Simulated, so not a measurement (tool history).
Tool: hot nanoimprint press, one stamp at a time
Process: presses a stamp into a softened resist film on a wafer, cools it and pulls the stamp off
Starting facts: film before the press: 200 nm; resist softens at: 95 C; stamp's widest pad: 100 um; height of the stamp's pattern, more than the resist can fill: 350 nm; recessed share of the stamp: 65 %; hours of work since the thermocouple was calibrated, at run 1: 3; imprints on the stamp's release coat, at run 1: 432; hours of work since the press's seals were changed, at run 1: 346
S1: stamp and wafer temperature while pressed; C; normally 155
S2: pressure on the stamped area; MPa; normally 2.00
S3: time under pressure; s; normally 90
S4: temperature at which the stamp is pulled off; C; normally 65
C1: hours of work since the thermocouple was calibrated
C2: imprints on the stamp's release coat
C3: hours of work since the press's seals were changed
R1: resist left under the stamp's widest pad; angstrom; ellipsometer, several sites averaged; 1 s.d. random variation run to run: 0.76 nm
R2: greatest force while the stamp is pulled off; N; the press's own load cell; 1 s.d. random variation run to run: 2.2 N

Run 1, hour 0.0: usual settings; C1 3; C2 432; C3 346. Result: R1 967 angstrom, R2 105 N.
Run 2, hour 15.4: usual settings; C1 12; C2 459; C3 355. Result: R1 959 angstrom, R2 111 N.
Run 3, hour 29.7: usual settings but S3 71 s; C1 20; C2 484; C3 363. Result: R1 1042 angstrom, R2 110 N.
Run 4, hour 40.8: usual settings but S2 2.10 MPa; C1 26; C2 503; C3 369. Result: R1 941 angstrom, R2 106 N.
Run 5, hour 50.6: usual settings; C1 32; C2 521; C3 375. Result: R1 959 angstrom, R2 103 N.
Run 6, hour 64.2: usual settings; C1 40; C2 544; C3 383. Result: R1 958 angstrom, R2 108 N.
Run 7, hour 71.4: usual settings but S3 58 s; C1 44; C2 557; C3 387. Result: R1 1117 angstrom, R2 109 N.
Run 8, hour 81.9: usual settings but S4 72 C; C1 50; C2 575; C3 392. Result: R1 967 angstrom, R2 86 N.
Run 9, hour 96.1: usual settings but S4 70 C; C1 58; C2 600; C3 400. Result: R1 951 angstrom, R2 95 N.
Run 10, hour 109.5: usual settings but S4 70 C; C1 65; C2 623; C3 408. Result: R1 945 angstrom, R2 91 N.
Run 11, hour 122.6: usual settings but S3 87 s; C1 73; C2 646; C3 415. Result: R1 985 angstrom, R2 110 N.
Run 12, hour 134.0: usual settings but S3 47 s; C1 79; C2 666; C3 422. Result: R1 1185 angstrom, R2 110 N.
Run 13, hour 146.7: usual settings but S3 47 s; C1 86; C2 688; C3 429. Result: R1 1174 angstrom, R2 108 N.
Run 14, hour 155.1: usual settings but S3 47 s; C1 91; C2 703; C3 434. Result: R1 1202 angstrom, R2 111 N.
Run 15, hour 166.2: usual settings; C1 97; C2 722; C3 440. Result: R1 957 angstrom, R2 107 N.
Run 16, hour 179.1: usual settings but S1 165 C; C1 104; C2 745; C3 447. Result: R1 628 angstrom, R2 114 N.
Run 17, hour 186.2: usual settings but S1 150 C, S3 87 s; C1 108; C2 757; C3 451. Result: R1 1165 angstrom, R2 111 N.
Run 18, hour 193.0: usual settings but S1 150 C, S3 87 s; C1 112; C2 769; C3 455. Result: R1 1167 angstrom, R2 111 N.
Run 19, hour 205.8: usual settings but S1 148 C, S3 72 s; C1 120; C2 792; C3 462. Result: R1 1342 angstrom, R2 112 N.
Run 20, hour 215.4: usual settings but S1 148 C, S3 72 s; C1 125; C2 808; C3 468. Result: R1 1329 angstrom, R2 114 N.
Run 21, hour 229.7: usual settings but S1 151 C, S2 1.71 MPa, S3 107 s, S4 55 C; C1 133; C2 833; C3 476. Result: R1 1112 angstrom, R2 147 N.
Run 22, hour 245.2: usual settings but S1 148 C, S2 2.18 MPa, S3 131 s, S4 68 C; C1 142; C2 860; C3 485. Result: R1 1070 angstrom, R2 104 N.
Run 23, hour 252.5: usual settings but S1 157 C, S2 2.13 MPa, S3 56 s, S4 57 C; C1 146; C2 873; C3 489. Result: R1 1010 angstrom, R2 139 N.

Run 24 comes next. What will it give?
Run 24, hour 267.2: usual settings but S2 2.17 MPa; C1 154; C2 899; C3 497. Result: R1 ?, R2 ?.

Run 24 came out at R1 912 angstrom, R2 109 N.
With the hidden condition absent and the run-to-run variation left alone, this run would have shown R1 930 angstrom, R2 92 N.

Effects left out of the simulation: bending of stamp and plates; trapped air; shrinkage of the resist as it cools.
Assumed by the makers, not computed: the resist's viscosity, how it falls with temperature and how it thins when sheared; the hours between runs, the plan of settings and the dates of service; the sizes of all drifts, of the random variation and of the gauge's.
